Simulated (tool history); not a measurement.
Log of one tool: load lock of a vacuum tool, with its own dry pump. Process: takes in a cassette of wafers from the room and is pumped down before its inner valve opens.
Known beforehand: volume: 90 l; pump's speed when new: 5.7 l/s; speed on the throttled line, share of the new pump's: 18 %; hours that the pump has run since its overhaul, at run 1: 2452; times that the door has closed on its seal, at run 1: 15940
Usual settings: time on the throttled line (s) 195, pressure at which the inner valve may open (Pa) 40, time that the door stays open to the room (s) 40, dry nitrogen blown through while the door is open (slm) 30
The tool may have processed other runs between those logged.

run,hour,time on the throttled line (s),pressure at which the inner valve may open (Pa),time that the door stays open to the room (s),dry nitrogen blown through while the door is open (slm),hours that the pump has run since its overhaul,times that the door has closed on its seal,"incoming humidity of the room's air, %",time from the closed door until the inner valve may open (s),rise of the pressure with all valves shut (Pa/min)
1,0.0,195,40,40,30,2452,15940,41.8,286.2,0.158
2,37.5,195,40,40,30,2489,16123,46.7,289.6,0.164
3,115.0,195,40,40,30,2567,16499,43.8,288.9,0.167
4,191.4,195,40,40,30,2643,16871,43.7,286.2,0.174
5,257.7,195,40,40,30,2709,17193,40.9,288.4,0.176
6,313.1,195,40,40,30,2765,17463,44.0,285.9,0.180
7,398.7,195,40,40,20,2850,17879,42.6,286.2,0.188
8,450.1,195,40,40,20,2902,18129,44.8,286.1,0.196
9,526.9,195,40,40,20,2979,18502,43.5,287.9,0.200
10,612.5,195,40,40,20,3064,18919,43.7,285.8,0.196
11,676.8,195,40,40,20,3129,19231,46.5,292.0,0.203
12,742.9,195,40,40,20,3195,19553,45.4,286.5,0.209
13,828.8,195,40,40,20,3281,19971,40.4,290.0,0.217
14,868.4,195,40,40,20,3320,20163,47.2,287.1,0.210
15,915.0,195,40,40,40,3367,20390,46.6,285.3,0.220
16,983.2,195,36,40,40,3435,20722,44.5,289.5,0.221
17,1069.2,195,36,40,21,3521,21139,47.1,290.6,0.238
18,1111.8,195,45,40,21,3564,21346,46.3,286.7,0.238
19,1161.9,195,40,40,30,3614,21590,43.9,289.6,0.236
20,1234.3,195,40,40,30,3686,21942,45.2,287.9,0.248
21,1301.4,317,54,236,12,3753,22269,45.5,382.7,0.278
22,1376.2,140,40,40,30,3828,22633,45.3,242.8,0.256
23,1422.1,195,40,47,8,3874,22856,49.3,291.5,0.279
24,1477.9,195,40,47,8,3930,23127,46.7,289.7,0.274
25,1538.1,144,40,47,8,3990,23420,43.8,246.3,0.274
26,1587.8,195,67,40,30,4040,23661,48.0,281.3,0.273
27,1636.9,368,42,87,41,4089,23900,47.1,425.4,0.278
28,1712.1,368,42,87,31,4164,24266,44.2,430.7,0.285
29,1750.1,195,38,40,7,4202,24450,43.8,290.1,0.295
30,1816.1,195,40,159,5,4268,24771,43.3,287.9,0.319
31,1900.9,333,35,40,30,4353,25184,41.8,401.8,0.292
32,1964.3,197,56,40,13,4416,25492,44.4,282.2,0.317
33,2009.1,197,56,40,13,4461,25710,44.3,289.3,0.306
34,2079.9,156,40,166,31,4532,26055,44.9,255.8,0.325
35,2127.6,349,40,31,30,4579,26286,45.2,412.1,0.314
36,2195.4,134,40,40,6,4647,26616,45.5,240.2,0.337
37,2234.5,111,31,43,7,4686,26806,46.9,227.3,0.329

Measured minus without-hidden-state, run by run (identical run-to-run variation in each term; gauge scatter may differ):
Hidden state present: pump's speed, % of a new pump's; leak at the door's seal, Pa l/s; drift of the gauge itself on ready_s, %; drift of the gauge itself on rise_pa_min, %.
run,time from the closed door until the inner valve may open (s),rise of the pressure with all valves shut (Pa/min)
1,+3.3,+0.146
2,+3.5,+0.149
3,+3.4,+0.151
4,+3.5,+0.158
5,+3.6,+0.160
6,+3.6,+0.165
7,+3.7,+0.169
8,+3.7,+0.178
9,+3.8,+0.179
10,+3.9,+0.184
11,+4.0,+0.184
12,+4.0,+0.192
13,+4.1,+0.196
14,+4.1,+0.199
15,+4.1,+0.203
16,+4.3,+0.211
17,+4.4,+0.215
18,+4.2,+0.219
19,+4.4,+0.222
20,+4.4,+0.228
21,+3.5,+0.232
22,+5.0,+0.239
23,+4.6,+0.245
24,+4.6,+0.247
25,+5.1,+0.249
26,+4.3,+0.257
27,+3.0,+0.255
28,+3.1,+0.265
29,+4.9,+0.269
30,+4.9,+0.271
31,+3.7,+0.282
32,+4.6,+0.291
33,+4.8,+0.288
34,+5.5,+0.293
35,+3.6,+0.301
36,+5.9,+0.309
37,+6.4,+0.304
